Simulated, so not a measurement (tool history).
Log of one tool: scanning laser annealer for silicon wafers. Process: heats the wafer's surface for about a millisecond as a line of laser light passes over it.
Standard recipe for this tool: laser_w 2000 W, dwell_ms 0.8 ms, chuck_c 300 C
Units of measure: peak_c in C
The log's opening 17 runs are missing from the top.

run   hour  laser_w  dwell_ms  chuck_c  peak_c
 18    143     2000       0.8      300    1067
     145.8  -- window over the wafer cleaned
 19    157     2000       0.8      303    1060
 20  163.9     2000       0.8      303    1062
 21  169.4     2000       0.8      303    1061
 22  176.3     2000     0.576      300     952
 23  183.4     2096     0.696      329    1076
 24    192     2187      0.57      300    1007
     199.5  -- window over the wafer cleaned, once more
 25  205.6     2187      0.57      300    1034
 26  216.5     1859     0.624      300     947
 27  223.2     2118     0.696      300    1074
 28  232.9     2191     0.696      317    1116
 29  243.4     2191     0.696      317    1117
 30  251.9     2191     0.696      317    1113
 31  259.8     2000     0.845      315    1105
 32    271     2000     0.845      315    1108
 33  278.9     1943     0.738      304    1024
 34  289.3     1794      0.81      276     969
 35  300.5     1849     0.966      265    1041
 36  308.5     1849     0.966      265    1038
 37  318.4     2147     0.737      266    1058
 38  328.7     2147     0.737      266    1059
 39  338.8     2147     0.737      266    1059
 40  347.6     2156     0.568      269     973
 41  352.6     2156     0.568      269     972

Here are 4 independent what-if runs from the current tool condition. What would each one return?
  A  364.3     2156     0.568      291       ?
  B  364.3     2156     0.561      269       ?
  C  364.3     2000       0.8      291       ?
  D  364.3     2000     0.835      296       ?

run  peak_c
  A     996
  B     966
  C    1053
  D    1073
Without the tool's hidden state the same runs would have given:
run  peak_c
  A    1020
  B     990
  C    1079
  D    1099

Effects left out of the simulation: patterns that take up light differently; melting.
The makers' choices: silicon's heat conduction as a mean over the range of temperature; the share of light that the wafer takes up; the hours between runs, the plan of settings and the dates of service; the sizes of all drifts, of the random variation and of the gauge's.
